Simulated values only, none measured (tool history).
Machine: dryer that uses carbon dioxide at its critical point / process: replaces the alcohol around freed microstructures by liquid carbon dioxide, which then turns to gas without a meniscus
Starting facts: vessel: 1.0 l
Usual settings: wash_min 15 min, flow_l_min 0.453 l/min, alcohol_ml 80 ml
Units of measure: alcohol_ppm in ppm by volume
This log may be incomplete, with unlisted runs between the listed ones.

run	hour	wash_min	flow_l_min	alcohol_ml	alcohol_ppm
1	0	15	0.453	80	170
2	31	15	0.661	80	62
3	54.6	15	0.661	80	67
4	72.9	15	0.661	80	75
5	92.1	15	0.453	80	188
6	119.5	15	0.453	24	112
7	148.9	15	0.453	80	212
8	179.6	15	0.453	80	218
9	192.5	15	0.453	80	225
10	215.5	15	0.385	80	487
11	238.4	15	0.385	80	521
12	257.8	15	0.385	80	549
13	280.7	15	0.385	80	572
# hour 295.3: inlet filter changed
14	299.3	15	0.385	80	352
15	318.5	15	0.453	80	188
16	343	17	0.453	80	130
17	373.5	17	0.453	80	132
18	404.5	10	0.453	80	1161
19	419.5	16	0.577	56	104
20	434.1	16	0.577	56	96
21	447.3	16	0.577	56	100
22	462.6	17	0.453	51	135
23	478.1	17	0.283	21	358
24	502.5	17	0.283	21	386
25	520	15	0.679	38	102
26	536.2	9	0.679	25	182
27	562.3	9	0.679	25	195
28	577.5	11	0.577	25	183
# hour 592.6: inlet filter changed
29	602.7	11	0.577	25	149

Branching from run 29: 3 alternative next runs. What would each branch give?
A	631	18	0.492	25	?
B	631	11	0.577	38	?
C	631	22	0.577	25	?

run	alcohol_ppm
A	104
B	169
C	101
Had the tool no hidden state, the same runs would have come out as:
run	alcohol_ppm
A	4
B	63
C	0
